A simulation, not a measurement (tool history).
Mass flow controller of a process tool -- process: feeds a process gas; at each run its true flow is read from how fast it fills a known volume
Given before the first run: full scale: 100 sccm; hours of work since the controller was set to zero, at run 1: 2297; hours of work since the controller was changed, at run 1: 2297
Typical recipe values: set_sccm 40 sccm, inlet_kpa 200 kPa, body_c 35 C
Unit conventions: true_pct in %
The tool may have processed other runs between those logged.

run   hour  set_sccm  inlet_kpa  body_c  hours of work since the controller was set to zero  hours of work since the controller was changed  true_pct
  1    0.0        40        200      35                                                2297                                            2297    100.55
  2   86.9        40        221      35                                                2361                                            2361    100.57
  3  169.9        40        182      35                                                2423                                            2423    100.49
  4  275.1        40        200      23                                                2500                                            2500    100.22
  5  332.7        40        200      35                                                2543                                            2543    100.63
  6  385.0        40        200      35                                                2582                                            2582    100.61
     393.0  -- controller's zero set anew
  7  435.6        40        200      35                                                  32                                            2619    101.82
  8  480.3        27        246      33                                                  65                                            2652    103.11
     558.1  -- controller's zero set anew, once more
  9  586.3        27        246      33                                                  21                                            2730     98.88

Forecast run 10:
 10  648.3        61        142      30                                                  67                                            2776         ?

{"run 10": {"true_pct": 99.11}}
On a tool with no hidden condition, and with the same random variation, this run would have come out at true_pct 98.43 %.
